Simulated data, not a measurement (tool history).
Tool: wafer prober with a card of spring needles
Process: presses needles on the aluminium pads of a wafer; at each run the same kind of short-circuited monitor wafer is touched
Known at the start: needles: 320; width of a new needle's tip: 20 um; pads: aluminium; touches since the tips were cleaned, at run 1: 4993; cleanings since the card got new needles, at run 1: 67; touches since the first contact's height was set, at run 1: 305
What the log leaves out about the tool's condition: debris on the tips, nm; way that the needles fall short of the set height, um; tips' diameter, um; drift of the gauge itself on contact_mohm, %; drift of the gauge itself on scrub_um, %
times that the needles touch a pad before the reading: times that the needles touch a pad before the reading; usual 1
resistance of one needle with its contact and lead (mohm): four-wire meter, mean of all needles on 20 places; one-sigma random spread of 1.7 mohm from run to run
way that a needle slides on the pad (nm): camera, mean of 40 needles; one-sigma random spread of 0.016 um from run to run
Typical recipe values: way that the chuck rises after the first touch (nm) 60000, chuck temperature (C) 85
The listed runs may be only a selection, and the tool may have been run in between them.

| run | day | way that the chuck rises after the first touch (nm) | chuck temperature (C) | times that the needles touch a pad before the reading | touches since the tips were cleaned | cleanings since the card got new needles | touches since the first contact's height was set | resistance of one needle with its contact and lead (mohm) | way that a needle slides on the pad (nm) |
|---|---|---|---|---|---|---|---|---|---|
| 1 | 0 | 60000 | 85 | 1 | 4993 | 67 | 305 | 279 | 12550 |
|  | 0.121 | tips cleaned on abrasive film |
|  | 0.542 | tips cleaned on abrasive film |
| 2 | 0.696 | 60000 | 85 | 1 | 2542 | 69 | 11527 | 252 | 12520 |
|  | 0.95 | tips cleaned on abrasive film |
|  | 1.35 | tips cleaned on abrasive film |
| 3 | 1.438 | 60000 | 31 | 1 | 1429 | 71 | 23495 | 220 | 12490 |
|  | 1.742 | tips cleaned on abrasive film |
| 4 | 2.029 | 60000 | 31 | 1 | 4720 | 72 | 33059 | 283 | 12460 |
|  | 2.158 | tips cleaned on abrasive film |
| 5 | 2.338 | 60000 | 31 | 1 | 2956 | 73 | 38038 | 259 | 12430 |
|  | 2.567 | tips cleaned on abrasive film |
| 6 | 2.879 | 60000 | 31 | 1 | 5117 | 74 | 46791 | 281 | 12460 |
|  | 2.992 | tips cleaned on abrasive film |
| 7 | 3.208 | 60000 | 85 | 1 | 3528 | 75 | 52106 | 268 | 12440 |
|  | 3.438 | tips cleaned on abrasive film |
| 8 | 3.575 | 50000 | 85 | 1 | 2275 | 76 | 58002 | 286 | 10320 |
|  | 3.854 | tips cleaned on abrasive film |
|  | 4.283 | tips cleaned on abrasive film |
| 9 | 4.325 | 50000 | 85 | 1 | 660 | 78 | 70074 | 238 | 10300 |
|  | 4.704 | tips cleaned on abrasive film |
| 10 | 4.804 | 50000 | 85 | 1 | 1656 | 79 | 77834 | 272 | 10300 |
|  | 5.108 | tips cleaned on abrasive film |
| 11 | 5.133 | 60000 | 30 | 1 | 397 | 80 | 83141 | 188 | 12370 |
|  | 5.504 | tips cleaned on abrasive film |
| 12 | 5.804 | 60000 | 39 | 1 | 4868 | 81 | 94014 | 286 | 12330 |
|  | 5.917 | tips cleaned on abrasive film |
| 13 | 6.125 | 60000 | 85 | 1 | 3410 | 82 | 99167 | 276 | 12350 |
|  | 6.35 | tips cleaned on abrasive film |
| 14 | 6.692 | 60000 | 85 | 1 | 5578 | 83 | 108346 | 291 | 12310 |
|  | 6.75 | tips cleaned on abrasive film |
|  | 7.142 | tips cleaned on abrasive film |
| 15 | 7.367 | 60000 | 85 | 1 | 3636 | 85 | 119215 | 277 | 12310 |
|  | 7.529 | tips cleaned on abrasive film |
|  | 7.646 | height of the first contact set anew |
| 16 | 7.712 | 60000 | 48 | 1 | 2783 | 86 | 1139 | 259 | 12520 |
|  | 7.983 | tips cleaned on abrasive film |
| 17 | 8.146 | 56000 | 86 | 1 | 2693 | 87 | 8124 | 266 | 11700 |
|  | 8.392 | tips cleaned on abrasive film |
| 18 | 8.621 | 56000 | 86 | 1 | 3752 | 88 | 15797 | 287 | 11670 |
|  | 8.817 | tips cleaned on abrasive film |
|  | 9.233 | tips cleaned on abrasive film |
| 19 | 9.258 | 52000 | 71 | 3 | 423 | 90 | 26065 | 190 | 10820 |
|  | 9.667 | tips cleaned on abrasive film |
| 20 | 10.017 | 79000 | 85 | 1 | 5686 | 91 | 38342 | 240 | 16430 |
|  | 10.062 | tips cleaned on abrasive film |
| 21 | 10.333 | 79000 | 85 | 1 | 4423 | 92 | 43469 | 228 | 16470 |
|  | 10.5 | tips cleaned on abrasive film |
| 22 | 10.792 | 60000 | 52 | 1 | 4794 | 93 | 50873 | 288 | 12430 |
|  | 10.892 | tips cleaned on abrasive film |
|  | 11.321 | tips cleaned on abrasive film |
| 23 | 11.388 | 63000 | 52 | 2 | 1080 | 95 | 60451 | 199 | 13040 |
|  | 11.733 | tips cleaned on abrasive film |
| 24 | 11.825 | 60000 | 85 | 2 | 1475 | 96 | 67493 | 220 | 12370 |
|  | 12.133 | tips cleaned on abrasive film |
| 25 | 12.4 | 60000 | 85 | 2 | 4314 | 97 | 76790 | 240 | 12380 |
|  | 12.567 | tips cleaned on abrasive film |
| 26 | 12.775 | 42000 | 85 | 2 | 3346 | 98 | 82838 | 312 | 8610 |
|  | 12.992 | tips cleaned on abrasive film |
| 27 | 13.162 | 58000 | 26 | 1 | 2782 | 99 | 89103 | 276 | 11940 |
|  | 13.408 | tips cleaned on abrasive film |
| 28 | 13.696 | 60000 | 29 | 2 | 4685 | 100 | 97735 | 237 | 12340 |
|  | 13.8 | tips cleaned on abrasive film |
| 29 | 14.108 | 60000 | 29 | 2 | 5029 | 101 | 104404 | 236 | 12350 |
|  | 14.208 | tips cleaned on abrasive film |
|  | 14.65 | tips cleaned on abrasive film |
| 30 | 14.792 | 60000 | 113 | 2 | 2280 | 103 | 115378 | 236 | 12310 |
|  | 15.071 | tips cleaned on abrasive film |
| 31 | 15.254 | 41000 | 113 | 2 | 3011 | 104 | 122891 | 312 | 8330 |
|  | 15.325 | height of the first contact set anew |
|  | 15.517 | tips cleaned on abrasive film |
|  | 15.908 | tips cleaned on abrasive film |
| 32 | 15.912 | 50000 | 55 | 2 | 62 | 106 | 9423 | 182 | 10450 |

Each row is a separate what-if for the run after 32, all from the same tool condition, not one after another. Results?
| A | 16.229 | 46000 | 68 | 1 | 5266 | 106 | 14627 | ? | ? |
| B | 16.229 | 60000 | 85 | 1 | 5266 | 106 | 14627 | ? | ? |
| C | 16.229 | 62000 | 102 | 3 | 5266 | 106 | 14627 | ? | ? |
| D | 16.229 | 76000 | 55 | 2 | 5266 | 106 | 14627 | ? | ? |

| run | resistance of one needle with its contact and lead (mohm) | way that a needle slides on the pad (nm) |
|---|---|---|
| A | 383 | 9610 |
| B | 293 | 12490 |
| C | 219 | 12920 |
| D | 212 | 15870 |
Without the tool's hidden state the same runs would have given:
| run | resistance of one needle with its contact and lead (mohm) | way that a needle slides on the pad (nm) |
|---|---|---|
| A | 178 | 9630 |
| B | 173 | 12510 |
| C | 178 | 12950 |
| D | 162 | 15900 |

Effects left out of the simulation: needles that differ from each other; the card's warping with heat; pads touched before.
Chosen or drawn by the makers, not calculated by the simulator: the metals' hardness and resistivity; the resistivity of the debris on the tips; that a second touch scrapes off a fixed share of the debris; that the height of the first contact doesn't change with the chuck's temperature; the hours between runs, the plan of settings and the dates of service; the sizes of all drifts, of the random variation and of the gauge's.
